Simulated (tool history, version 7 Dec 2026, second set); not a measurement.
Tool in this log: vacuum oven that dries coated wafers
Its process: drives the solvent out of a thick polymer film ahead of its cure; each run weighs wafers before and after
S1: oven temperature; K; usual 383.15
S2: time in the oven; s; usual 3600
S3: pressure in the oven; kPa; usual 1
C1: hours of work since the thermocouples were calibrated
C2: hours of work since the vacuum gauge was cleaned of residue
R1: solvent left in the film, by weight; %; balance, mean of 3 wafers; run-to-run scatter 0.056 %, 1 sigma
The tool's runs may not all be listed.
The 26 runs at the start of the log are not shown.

run,hour,S1,S2,S3,C1,C2,R1
27,271.5,398.15,3600,1.11,112,236,1.17
28,285.1,398.15,3600,0.51,120,244,0.66
29,295,378.15,3600,0.63,126,250,3.07
30,304.8,374.15,5400,0.54,131,256,2.59
31,312.5,396.15,6480,0.54,136,260,0.63
32,321,386.15,1800,1.13,141,265,4.52
33,328.8,369.15,1980,0.8,146,270,7.96
34,340.5,380.15,1980,3.36,153,277,7.95
35,351,393.15,1920,3.36,159,283,4.62
36,363.8,374.15,3960,1.38,167,291,4.77
37,370.5,374.15,3960,1.38,171,295,4.91
38,378.9,385.15,3600,1,176,300,2.33
39,385.9,383.15,2340,1,180,304,3.94
40,400.2,386.15,3360,3.23,188,312,4.69
41,406.1,386.15,3360,3.23,192,316,4.88

3 options for the next run, each taken on its own from the tool as it stands now. Forecast them:
A,412.5,390.15,3360,3.23,196,320,?
B,412.5,389.15,4260,3.23,196,320,?
C,412.5,383.15,1860,1,196,320,?

run,R1
A,4.02
B,4
C,4.74
The same runs, with their run-to-run variation unchanged, on a tool lacking any hidden condition would have given:
run,R1
A,3.89
B,3.86
C,4.63
